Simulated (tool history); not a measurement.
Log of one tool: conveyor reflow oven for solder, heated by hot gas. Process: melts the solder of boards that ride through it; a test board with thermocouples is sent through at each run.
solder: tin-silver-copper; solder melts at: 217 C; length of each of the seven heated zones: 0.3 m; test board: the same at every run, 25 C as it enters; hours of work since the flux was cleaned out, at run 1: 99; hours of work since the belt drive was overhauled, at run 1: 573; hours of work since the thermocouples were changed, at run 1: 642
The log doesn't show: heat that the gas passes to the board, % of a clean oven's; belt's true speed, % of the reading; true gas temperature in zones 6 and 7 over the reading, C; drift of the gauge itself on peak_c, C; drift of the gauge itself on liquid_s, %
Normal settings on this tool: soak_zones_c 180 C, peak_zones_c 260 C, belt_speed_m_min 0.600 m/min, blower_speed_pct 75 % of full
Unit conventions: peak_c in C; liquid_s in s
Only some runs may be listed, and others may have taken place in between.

| run | hour | soak_zones_c | peak_zones_c | belt_speed_m_min | blower_speed_pct | hours of work since the flux was cleaned out | hours of work since the belt drive was overhauled | hours of work since the thermocouples were changed | peak_c | liquid_s |
|---|---|---|---|---|---|---|---|---|---|---|
| 1 | 0.0 | 180 | 260 | 0.600 | 75 | 99 | 573 | 642 | 244.3 | 41.2 |
| 2 | 27.3 | 180 | 260 | 0.600 | 75 | 120 | 594 | 663 | 244.2 | 41.1 |
| 3 | 42.4 | 180 | 260 | 0.600 | 75 | 131 | 605 | 674 | 244.0 | 41.2 |
| 4 | 69.8 | 180 | 260 | 0.600 | 75 | 152 | 626 | 695 | 244.5 | 41.3 |
|  | 89.8 | flux residue cleaned out of gas plates and filters |
| 5 | 97.8 | 180 | 260 | 0.600 | 75 | 6 | 644 | 713 | 244.1 | 41.3 |
| 6 | 125.2 | 180 | 260 | 0.600 | 75 | 27 | 665 | 734 | 244.5 | 41.2 |
| 7 | 150.2 | 170 | 257 | 0.712 | 75 | 46 | 684 | 753 | 233.9 | 23.2 |
| 8 | 175.8 | 180 | 267 | 0.663 | 79 | 66 | 704 | 773 | 247.9 | 38.7 |
| 9 | 192.0 | 175 | 270 | 0.697 | 75 | 78 | 716 | 785 | 246.1 | 34.2 |

Run 10 comes next. What will it give?
| 10 | 221.7 | 180 | 256 | 0.688 | 75 | 101 | 739 | 808 | ? | ? |

{"run 10": {"peak_c": 236.9, "liquid_s": 29.2}}
The same run, on a tool lacking any hidden state, would have yielded peak_c 236.9 C, liquid_s 29.3 s.

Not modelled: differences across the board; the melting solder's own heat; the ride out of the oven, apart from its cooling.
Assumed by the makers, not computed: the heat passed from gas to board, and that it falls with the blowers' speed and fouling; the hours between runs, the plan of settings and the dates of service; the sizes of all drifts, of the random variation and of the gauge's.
